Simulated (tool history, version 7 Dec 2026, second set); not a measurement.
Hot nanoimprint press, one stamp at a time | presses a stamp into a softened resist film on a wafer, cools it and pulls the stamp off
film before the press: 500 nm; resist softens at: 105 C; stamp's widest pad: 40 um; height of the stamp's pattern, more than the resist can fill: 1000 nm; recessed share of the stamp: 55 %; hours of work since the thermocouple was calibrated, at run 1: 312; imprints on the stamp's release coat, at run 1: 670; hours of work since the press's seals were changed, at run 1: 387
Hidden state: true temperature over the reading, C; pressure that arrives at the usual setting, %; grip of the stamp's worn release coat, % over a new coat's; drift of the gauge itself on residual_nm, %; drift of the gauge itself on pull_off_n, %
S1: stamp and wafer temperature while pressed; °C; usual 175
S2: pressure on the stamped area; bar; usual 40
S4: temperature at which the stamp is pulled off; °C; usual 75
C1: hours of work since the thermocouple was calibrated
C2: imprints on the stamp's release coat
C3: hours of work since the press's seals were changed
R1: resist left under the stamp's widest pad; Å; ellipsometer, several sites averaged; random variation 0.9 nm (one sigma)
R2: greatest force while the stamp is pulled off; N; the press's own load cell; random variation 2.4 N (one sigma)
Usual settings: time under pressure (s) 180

run 1 day=0 | S1=175 S2=40 time_under_pressure_(s)=180 S4=75 | C1=312 C2=670 C3=387 | R1=2869 R2=226
run 2 day=0.708 | S1=175 S2=40 time_under_pressure_(s)=180 S4=76 | C1=322 C2=732 C3=397 | R1=2871 R2=220
run 3 day=1.367 | S1=175 S2=40 time_under_pressure_(s)=180 S4=75 | C1=331 C2=789 C3=406 | R1=2873 R2=224
run 4 day=2.038 | S1=175 S2=40 time_under_pressure_(s)=180 S4=75 | C1=340 C2=848 C3=415 | R1=2868 R2=222
run 5 day=2.525 | S1=175 S2=40 time_under_pressure_(s)=180 S4=75 | C1=347 C2=890 C3=421 | R1=2869 R2=225
run 6 day=3.442 | S1=175 S2=40 time_under_pressure_(s)=180 S4=75 | C1=360 C2=970 C3=434 | R1=2869 R2=224
run 7 day=4.308 | S1=175 S2=40 time_under_pressure_(s)=180 S4=75 | C1=371 C2=1045 C3=446 | R1=2857 R2=226
run 8 day=4.821 | S1=175 S2=40 time_under_pressure_(s)=180 S4=75 | C1=378 C2=1090 C3=453 | R1=2863 R2=220
-- day=5.012 plate thermocouple calibrated
run 9 day=5.808 | S1=175 S2=40 time_under_pressure_(s)=180 S4=75 | C1=11 C2=1165 C3=465 | R1=2866 R2=225
run 10 day=6.229 | S1=178 S2=40 time_under_pressure_(s)=180 S4=75 | C1=17 C2=1201 C3=471 | R1=2530 R2=228
run 11 day=7.062 | S1=178 S2=40 time_under_pressure_(s)=180 S4=75 | C1=28 C2=1274 C3=482 | R1=2526 R2=226
run 12 day=7.517 | S1=175 S2=40 time_under_pressure_(s)=180 S4=75 | C1=34 C2=1314 C3=488 | R1=2848 R2=224
run 13 day=7.954 | S1=187 S2=40 time_under_pressure_(s)=180 S4=75 | C1=40 C2=1352 C3=494 | R1=1753 R2=224
run 14 day=8.483 | S1=187 S2=40 time_under_pressure_(s)=180 S4=75 | C1=48 C2=1397 C3=501 | R1=1749 R2=228
run 15 day=9.204 | S1=187 S2=40 time_under_pressure_(s)=180 S4=75 | C1=57 C2=1460 C3=511 | R1=1760 R2=227
-- day=9.671 stamp cleaned and given a new release coat
run 16 day=10.142 | S1=175 S2=36.8 time_under_pressure_(s)=180 S4=79 | C1=67 C2=41 C3=521 | R1=2956 R2=213
run 17 day=10.558 | S1=165 S2=40 time_under_pressure_(s)=180 S4=74 | C1=73 C2=77 C3=526 | R1=4000 R2=229
run 18 day=11.088 | S1=172 S2=37.4 time_under_pressure_(s)=174 S4=76 | C1=80 C2=123 C3=534 | R1=3305 R2=219
run 19 day=11.858 | S1=172 S2=37.4 time_under_pressure_(s)=174 S4=76 | C1=90 C2=190 C3=544 | R1=3324 R2=219
run 20 day=12.604 | S1=172 S2=37.4 time_under_pressure_(s)=174 S4=76 | C1=101 C2=255 C3=555 | R1=3307 R2=219
run 21 day=13.179 | S1=166 S2=61.5 time_under_pressure_(s)=106 S4=71 | C1=109 C2=305 C3=562 | R1=3763 R2=239
run 22 day=14.05 | S1=182 S2=40 time_under_pressure_(s)=180 S4=77 | C1=120 C2=381 C3=574 | R1=2141 R2=219
run 23 day=14.567 | S1=182 S2=40 time_under_pressure_(s)=180 S4=77 | C1=128 C2=426 C3=581 | R1=2132 R2=222
run 24 day=15.05 | S1=182 S2=40 time_under_pressure_(s)=180 S4=77 | C1=134 C2=468 C3=588 | R1=2135 R2=218
run 25 day=15.617 | S1=178 S2=57.1 time_under_pressure_(s)=154 S4=71 | C1=142 C2=517 C3=596 | R1=2192 R2=236
run 26 day=16.454 | S1=175 S2=40 time_under_pressure_(s)=350 S4=65 | C1=153 C2=590 C3=607 | R1=2300 R2=260
run 27 day=17.183 | S1=175 S2=25.5 time_under_pressure_(s)=180 S4=66 | C1=163 C2=653 C3=617 | R1=3415 R2=251
run 28 day=17.958 | S1=179 S2=33.2 time_under_pressure_(s)=180 S4=71 | C1=174 C2=721 C3=628 | R1=2633 R2=237
-- day=18.867 gauge calibrated
run 29 day=18.867 | S1=186 S2=38.7 time_under_pressure_(s)=175 S4=72 | C1=187 C2=800 C3=640 | R1=1886 R2=239

Forecast each of these 4 alternatives for the next run:
run A day=19.808 | S1=165 S2=59.9 time_under_pressure_(s)=175 S4=72 | C1=199 C2=882 C3=653 | R1=? R2=?
run B day=19.808 | S1=177 S2=40 time_under_pressure_(s)=196 S4=65 | C1=199 C2=882 C3=653 | R1=? R2=?
run C day=19.808 | S1=186 S2=38.7 time_under_pressure_(s)=175 S4=68 | C1=199 C2=882 C3=653 | R1=? R2=?
run D day=19.808 | S1=167 S2=52.3 time_under_pressure_(s)=340 S4=75 | C1=199 C2=882 C3=653 | R1=? R2=?

run=A R1=3597 R2=237
run=B R1=2586 R2=257
run=C R1=1883 R2=245
run=D R1=2949 R2=221
Without the tool's hidden state the same runs would have given:
run=A R1=3601 R2=236
run=B R1=2590 R2=256
run=C R1=1885 R2=244
run=D R1=2953 R2=220

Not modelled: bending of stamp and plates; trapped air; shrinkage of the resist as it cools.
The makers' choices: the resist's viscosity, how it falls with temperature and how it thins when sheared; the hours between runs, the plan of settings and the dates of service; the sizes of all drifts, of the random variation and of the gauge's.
